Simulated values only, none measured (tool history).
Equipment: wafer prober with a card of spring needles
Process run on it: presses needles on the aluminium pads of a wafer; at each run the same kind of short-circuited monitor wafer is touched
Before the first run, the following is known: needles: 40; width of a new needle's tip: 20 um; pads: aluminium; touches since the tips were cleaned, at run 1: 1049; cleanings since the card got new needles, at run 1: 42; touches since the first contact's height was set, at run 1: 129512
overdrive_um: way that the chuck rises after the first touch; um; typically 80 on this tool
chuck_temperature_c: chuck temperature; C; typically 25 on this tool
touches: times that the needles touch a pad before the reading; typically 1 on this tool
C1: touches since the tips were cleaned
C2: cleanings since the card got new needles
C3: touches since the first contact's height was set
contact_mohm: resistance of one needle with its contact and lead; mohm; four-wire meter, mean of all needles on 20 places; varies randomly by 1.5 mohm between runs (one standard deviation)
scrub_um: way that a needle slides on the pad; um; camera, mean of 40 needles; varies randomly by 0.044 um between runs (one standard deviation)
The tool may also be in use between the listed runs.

{"run": 1, "hour": 0.0, "overdrive_um": 80, "chuck_temperature_c": 25, "touches": 1, "C1": 1049, "C2": 42, "C3": 129512, "contact_mohm": 238, "scrub_um": 21.12}
{"hour": 5.3, "done": "height of the first contact set anew"}
{"hour": 7.9, "done": "tips cleaned on abrasive film"}
{"hour": 20.5, "done": "tips cleaned on abrasive film"}
{"hour": 33.0, "done": "tips cleaned on abrasive film"}
{"hour": 43.1, "done": "tips cleaned on abrasive film"}
{"hour": 55.6, "done": "tips cleaned on abrasive film"}
{"run": 2, "hour": 55.6, "overdrive_um": 80, "chuck_temperature_c": 60, "touches": 1, "C1": 0, "C2": 47, "C3": 13153, "contact_mohm": 164, "scrub_um": 21.94}
{"hour": 65.7, "done": "tips cleaned on abrasive film"}
{"hour": 75.8, "done": "tips cleaned on abrasive film"}
{"hour": 88.4, "done": "tips cleaned on abrasive film"}
{"run": 3, "hour": 93.0, "overdrive_um": 80, "chuck_temperature_c": 60, "touches": 1, "C1": 1239, "C2": 50, "C3": 22945, "contact_mohm": 241, "scrub_um": 21.79}
{"hour": 100.6, "done": "tips cleaned on abrasive film"}
{"hour": 113.2, "done": "tips cleaned on abrasive film"}
{"hour": 125.8, "done": "tips cleaned on abrasive film"}
{"hour": 136.9, "done": "tips cleaned on abrasive film"}
{"run": 4, "hour": 136.9, "overdrive_um": 80, "chuck_temperature_c": 60, "touches": 1, "C1": 0, "C2": 54, "C3": 34416, "contact_mohm": 164, "scrub_um": 21.87}
{"hour": 149.5, "done": "tips cleaned on abrasive film"}
{"hour": 159.6, "done": "tips cleaned on abrasive film"}
{"hour": 169.6, "done": "tips cleaned on abrasive film"}
{"hour": 182.2, "done": "tips cleaned on abrasive film"}
{"hour": 192.3, "done": "tips cleaned on abrasive film"}
{"hour": 204.5, "done": "tips cleaned on abrasive film"}
{"run": 5, "hour": 204.5, "overdrive_um": 100, "chuck_temperature_c": 25, "touches": 1, "C1": 0, "C2": 60, "C3": 52094, "contact_mohm": 156, "scrub_um": 27.31}
{"hour": 217.1, "done": "tips cleaned on abrasive film"}
{"hour": 229.7, "done": "tips cleaned on abrasive film"}
{"hour": 242.2, "done": "tips cleaned on abrasive film"}
{"hour": 254.8, "done": "tips cleaned on abrasive film"}
{"hour": 266.2, "done": "tips cleaned on abrasive film"}
{"run": 6, "hour": 266.2, "overdrive_um": 80, "chuck_temperature_c": 25, "touches": 2, "C1": 0, "C2": 65, "C3": 68225, "contact_mohm": 155, "scrub_um": 21.54}
{"hour": 278.7, "done": "tips cleaned on abrasive film"}
{"hour": 291.3, "done": "tips cleaned on abrasive film"}
{"hour": 303.9, "done": "tips cleaned on abrasive film"}
{"hour": 316.4, "done": "tips cleaned on abrasive film"}
{"run": 7, "hour": 325.9, "overdrive_um": 80, "chuck_temperature_c": 25, "touches": 2, "C1": 2499, "C2": 69, "C3": 83882, "contact_mohm": 245, "scrub_um": 21.54}
{"hour": 328.5, "done": "tips cleaned on abrasive film"}
{"hour": 338.6, "done": "tips cleaned on abrasive film"}
{"hour": 351.1, "done": "tips cleaned on abrasive film"}
{"hour": 361.2, "done": "tips cleaned on abrasive film"}
{"hour": 373.8, "done": "tips cleaned on abrasive film"}
{"run": 8, "hour": 375.9, "overdrive_um": 80, "chuck_temperature_c": 25, "touches": 2, "C1": 557, "C2": 74, "C3": 96938, "contact_mohm": 186, "scrub_um": 21.35}
{"hour": 385.9, "done": "tips cleaned on abrasive film"}
{"hour": 396.0, "done": "tips cleaned on abrasive film"}
{"hour": 408.6, "done": "tips cleaned on abrasive film"}
{"run": 9, "hour": 418.0, "overdrive_um": 80, "chuck_temperature_c": 25, "touches": 1, "C1": 2482, "C2": 77, "C3": 107973, "contact_mohm": 319, "scrub_um": 21.29}
{"hour": 420.6, "done": "tips cleaned on abrasive film"}
{"hour": 433.2, "done": "tips cleaned on abrasive film"}
{"hour": 445.7, "done": "tips cleaned on abrasive film"}
{"hour": 455.8, "done": "tips cleaned on abrasive film"}
{"hour": 468.4, "done": "tips cleaned on abrasive film"}
{"hour": 480.9, "done": "tips cleaned on abrasive film"}
{"run": 10, "hour": 481.1, "overdrive_um": 80, "chuck_temperature_c": 25, "touches": 1, "C1": 42, "C2": 83, "C3": 124462, "contact_mohm": 160, "scrub_um": 21.23}
{"hour": 491.2, "done": "tips cleaned on abrasive film"}
{"hour": 501.2, "done": "tips cleaned on abrasive film"}
{"hour": 506.5, "done": "height of the first contact set anew"}
{"hour": 511.6, "done": "tips cleaned on abrasive film"}
{"hour": 524.2, "done": "tips cleaned on abrasive film"}
{"hour": 534.3, "done": "tips cleaned on abrasive film"}
{"hour": 544.3, "done": "tips cleaned on abrasive film"}
{"hour": 554.8, "done": "tips cleaned on abrasive film"}
{"run": 11, "hour": 554.8, "overdrive_um": 80, "chuck_temperature_c": 25, "touches": 1, "C1": 0, "C2": 90, "C3": 12593, "contact_mohm": 154, "scrub_um": 21.84}
{"hour": 567.3, "done": "tips cleaned on abrasive film"}
{"hour": 579.9, "done": "tips cleaned on abrasive film"}
{"hour": 590.0, "done": "tips cleaned on abrasive film"}
{"hour": 602.5, "done": "tips cleaned on abrasive film"}
{"hour": 612.6, "done": "tips cleaned on abrasive film"}
{"hour": 625.2, "done": "tips cleaned on abrasive film"}
{"run": 12, "hour": 625.2, "overdrive_um": 80, "chuck_temperature_c": 25, "touches": 1, "C1": 0, "C2": 96, "C3": 31012, "contact_mohm": 163, "scrub_um": 21.78}
{"hour": 635.2, "done": "tips cleaned on abrasive film"}
{"hour": 647.8, "done": "tips cleaned on abrasive film"}
{"hour": 660.4, "done": "tips cleaned on abrasive film"}
{"hour": 672.9, "done": "tips cleaned on abrasive film"}
{"hour": 683.0, "done": "tips cleaned on abrasive film"}
{"run": 13, "hour": 690.0, "overdrive_um": 80, "chuck_temperature_c": 61, "touches": 1, "C1": 1840, "C2": 101, "C3": 47984, "contact_mohm": 295, "scrub_um": 21.73}
{"hour": 695.1, "done": "tips cleaned on abrasive film"}
{"hour": 705.1, "done": "tips cleaned on abrasive film"}
{"hour": 715.2, "done": "tips cleaned on abrasive film"}
{"hour": 727.8, "done": "tips cleaned on abrasive film"}
{"hour": 737.9, "done": "tips cleaned on abrasive film"}
{"hour": 750.4, "done": "tips cleaned on abrasive film"}
{"hour": 760.5, "done": "tips cleaned on abrasive film"}
{"run": 14, "hour": 762.7, "overdrive_um": 98, "chuck_temperature_c": 25, "touches": 2, "C1": 583, "C2": 108, "C3": 66989, "contact_mohm": 172, "scrub_um": 26.55}
{"hour": 772.8, "done": "tips cleaned on abrasive film"}
{"hour": 782.9, "done": "tips cleaned on abrasive film"}
{"hour": 795.4, "done": "tips cleaned on abrasive film"}
{"hour": 805.5, "done": "tips cleaned on abrasive film"}
{"hour": 815.6, "done": "tips cleaned on abrasive film"}
{"run": 15, "hour": 823.9, "overdrive_um": 98, "chuck_temperature_c": 25, "touches": 2, "C1": 2206, "C2": 113, "C3": 83011, "contact_mohm": 210, "scrub_um": 26.47}
{"hour": 826.5, "done": "tips cleaned on abrasive film"}
{"hour": 836.6, "done": "tips cleaned on abrasive film"}
{"hour": 849.2, "done": "tips cleaned on abrasive film"}
{"hour": 861.7, "done": "tips cleaned on abrasive film"}
{"hour": 871.8, "done": "tips cleaned on abrasive film"}
{"run": 16, "hour": 877.8, "overdrive_um": 98, "chuck_temperature_c": 25, "touches": 1, "C1": 1580, "C2": 118, "C3": 97092, "contact_mohm": 245, "scrub_um": 26.23}
{"hour": 882.9, "done": "tips cleaned on abrasive film"}
{"hour": 895.4, "done": "tips cleaned on abrasive film"}
{"hour": 905.5, "done": "tips cleaned on abrasive film"}
{"hour": 918.1, "done": "tips cleaned on abrasive film"}
{"hour": 928.2, "done": "tips cleaned on abrasive film"}
{"run": 17, "hour": 933.6, "overdrive_um": 98, "chuck_temperature_c": 25, "touches": 1, "C1": 1435, "C2": 123, "C3": 111684, "contact_mohm": 226, "scrub_um": 26.24}
{"hour": 938.7, "done": "tips cleaned on abrasive film"}
{"hour": 948.8, "done": "tips cleaned on abrasive film"}
{"hour": 958.8, "done": "tips cleaned on abrasive film"}
{"hour": 971.4, "done": "tips cleaned on abrasive film"}
{"hour": 981.5, "done": "tips cleaned on abrasive film"}
{"hour": 994.1, "done": "tips cleaned on abrasive film"}
{"run": 18, "hour": 997.3, "overdrive_um": 66, "chuck_temperature_c": 93, "touches": 1, "C1": 868, "C2": 129, "C3": 128345, "contact_mohm": 286, "scrub_um": 17.24}
{"hour": 1004.9, "done": "tips cleaned on abrasive film"}
{"hour": 1007.7, "done": "height of the first contact set anew"}
{"hour": 1017.8, "done": "tips cleaned on abrasive film"}
{"hour": 1027.9, "done": "tips cleaned on abrasive film"}
{"run": 19, "hour": 1030.7, "overdrive_um": 90, "chuck_temperature_c": 33, "touches": 2, "C1": 733, "C2": 132, "C3": 5997, "contact_mohm": 175, "scrub_um": 24.71}
{"hour": 1038.2, "done": "tips cleaned on abrasive film"}
{"hour": 1050.8, "done": "tips cleaned on abrasive film"}
{"hour": 1063.4, "done": "tips cleaned on abrasive film"}
{"run": 20, "hour": 1071.8, "overdrive_um": 75, "chuck_temperature_c": 33, "touches": 2, "C1": 2221, "C2": 135, "C3": 16770, "contact_mohm": 257, "scrub_um": 20.46}
{"hour": 1074.4, "done": "tips cleaned on abrasive film"}
{"hour": 1084.4, "done": "tips cleaned on abrasive film"}
{"hour": 1097.0, "done": "tips cleaned on abrasive film"}
{"hour": 1107.1, "done": "tips cleaned on abrasive film"}
{"hour": 1119.7, "done": "tips cleaned on abrasive film"}
{"hour": 1132.2, "done": "tips cleaned on abrasive film"}
{"run": 21, "hour": 1141.0, "overdrive_um": 74, "chuck_temperature_c": 88, "touches": 2, "C1": 2314, "C2": 141, "C3": 34873, "contact_mohm": 267, "scrub_um": 20.17}
{"hour": 1143.6, "done": "tips cleaned on abrasive film"}
{"hour": 1153.7, "done": "tips cleaned on abrasive film"}
{"hour": 1166.2, "done": "tips cleaned on abrasive film"}
{"run": 22, "hour": 1176.1, "overdrive_um": 74, "chuck_temperature_c": 88, "touches": 2, "C1": 2603, "C2": 144, "C3": 44055, "contact_mohm": 283, "scrub_um": 20.08}
{"hour": 1178.7, "done": "tips cleaned on abrasive film"}
{"hour": 1191.3, "done": "tips cleaned on abrasive film"}
{"hour": 1201.3, "done": "tips cleaned on abrasive film"}
{"hour": 1213.9, "done": "tips cleaned on abrasive film"}
{"hour": 1225.6, "done": "tips cleaned on abrasive film"}
{"run": 23, "hour": 1225.6, "overdrive_um": 74, "chuck_temperature_c": 121, "touches": 1, "C1": 0, "C2": 149, "C3": 56991, "contact_mohm": 186, "scrub_um": 19.9}

Alternative continuations, all from the tool just after run 23; predict every row:
{"hour": 1235.7, "done": "tips cleaned on abrasive film"}
{"hour": 1248.3, "done": "tips cleaned on abrasive film"}
{"hour": 1260.8, "done": "tips cleaned on abrasive film"}
{"hour": 1270.9, "done": "tips cleaned on abrasive film"}
{"hour": 1283.5, "done": "tips cleaned on abrasive film"}
{"run": "A", "hour": 1292.9, "overdrive_um": 71, "chuck_temperature_c": 60, "touches": 2, "C1": 2477, "C2": 154, "C3": 74600, "contact_mohm": "?", "scrub_um": "?"}
{"hour": 1235.7, "done": "tips cleaned on abrasive film"}
{"hour": 1248.3, "done": "tips cleaned on abrasive film"}
{"hour": 1260.8, "done": "tips cleaned on abrasive film"}
{"hour": 1270.9, "done": "tips cleaned on abrasive film"}
{"hour": 1283.5, "done": "tips cleaned on abrasive film"}
{"run": "B", "hour": 1292.9, "overdrive_um": 74, "chuck_temperature_c": 77, "touches": 1, "C1": 2477, "C2": 154, "C3": 74600, "contact_mohm": "?", "scrub_um": "?"}
{"hour": 1235.7, "done": "tips cleaned on abrasive film"}
{"hour": 1248.3, "done": "tips cleaned on abrasive film"}
{"hour": 1260.8, "done": "tips cleaned on abrasive film"}
{"hour": 1270.9, "done": "tips cleaned on abrasive film"}
{"hour": 1283.5, "done": "tips cleaned on abrasive film"}
{"run": "C", "hour": 1292.9, "overdrive_um": 74, "chuck_temperature_c": 59, "touches": 1, "C1": 2477, "C2": 154, "C3": 74600, "contact_mohm": "?", "scrub_um": "?"}

run=A contact_mohm=287 scrub_um=19.00
run=B contact_mohm=354 scrub_um=19.82
run=C contact_mohm=355 scrub_um=19.86
With the hidden condition removed and each run's random variation left untouched, the same runs would have given:
run=A contact_mohm=154 scrub_um=19.52
run=B contact_mohm=158 scrub_um=20.34
run=C contact_mohm=154 scrub_um=20.38
